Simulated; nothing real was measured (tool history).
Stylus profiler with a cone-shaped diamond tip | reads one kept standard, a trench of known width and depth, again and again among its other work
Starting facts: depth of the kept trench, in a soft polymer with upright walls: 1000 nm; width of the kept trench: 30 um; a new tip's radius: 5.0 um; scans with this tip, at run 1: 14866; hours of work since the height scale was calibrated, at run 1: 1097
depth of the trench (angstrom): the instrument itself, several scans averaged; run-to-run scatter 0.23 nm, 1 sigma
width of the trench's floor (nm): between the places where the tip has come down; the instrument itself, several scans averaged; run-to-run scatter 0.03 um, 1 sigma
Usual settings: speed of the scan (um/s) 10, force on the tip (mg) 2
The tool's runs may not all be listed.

run    hour  speed of the scan (um/s)  force on the tip (mg)  scans with this tip  hours of work since the height scale was calibrated  depth of the trench (angstrom)  width of the trench's floor (nm)
  1       0                        10                      2                14866                                                 1097                           10149                             23990
  2    60.5                        10                      2                15298                                                 1129                         10152.2                             24000
  3   110.6                        10                      2                15656                                                 1155                         10154.4                             23920
  4   154.5                        10                      2                15969                                                 1178                         10153.6                             24010
  5   194.3                         9                      2                16254                                                 1199                         10152.8                             24030
  6   239.7                         4                      2                16577                                                 1223                         10156.8                             23950
  7   274.1                         4                      2                16824                                                 1241                         10154.5                             23970
  8   312.3                         4                      2                17096                                                 1261                         10152.9                             23940
  9   360.4                         4                      2                17440                                                 1287                         10153.1                             23970
 10   401.5                        14                      2                17733                                                 1308                         10151.5                             23940
 11   474.8                        14                      2                18257                                                 1347                         10149.5                             23970
 12   548.4                        14                      2                18782                                                 1386                         10153.2                             23930
 13   609.9                        10                      2                19221                                                 1418                         10151.3                             24000
 14   678.5                        10                   4.45                19711                                                 1454                         10263.9                             23930
 15   721.2                        10                   4.45                20016                                                 1477                         10263.2                             23960
 16   788.6                        10                      2                20498                                                 1512                         10150.4                             23980
 17   843.2                        10                      2                20887                                                 1541                         10149.9                             23960
 18     917                        10                   1.64                21414                                                 1580                         10131.3                             23950
 19   985.3                        40                    0.8                21902                                                 1616                         10083.6                             23770
 20  1034.1                         3                   0.79                22251                                                 1642                         10082.7                             23960
 21  1084.6                         3                   0.79                22611                                                 1668                         10080.6                             23940
 22  1132.2                        18                   1.52                22951                                                 1693                         10128.8                             23930
 23  1198.8                         6                   1.47                23427                                                 1729                         10122.2                             23930
 24  1231.1                         4                   0.72                23657                                                 1746                         10078.5                             23990
 25  1282.3                         4                   0.72                24023                                                 1773                         10074.2                             23940
 26  1332.9                         9                      1                24385                                                 1799                         10096.8                             23880
 27    1387                         4                   1.33                24771                                                 1828                         10114.5                             23970
 28  1459.8                         4                   1.33                25290                                                 1866                         10116.8                             23930
 29  1513.2                         4                   1.33                25672                                                 1894                         10116.4                             24000
 30  1547.1                         2                   3.22                25914                                                 1912                         10207.6                             23970
 31  1600.7                         7                   5.51                26297                                                 1940                         10296.5                             23990
 32  1656.2                        24                   2.27                26693                                                 1970                         10169.5                             23940
 33  1717.1                        17                   3.37                27128                                                 2002                         10214.5                             23920

Run 34 comes next. What will it give?
 34  1794.6                         3                   5.97                27681                                                 2042                               ?                                 ?

{"run 34": {"depth of the trench (angstrom)": 10319.5, "width of the trench's floor (nm)": 23950}}
Were there no unlogged condition in the tool, this run, its random variation unchanged, would have produced depth of the trench (angstrom) 10319.2, width of the trench's floor (nm) 23980.
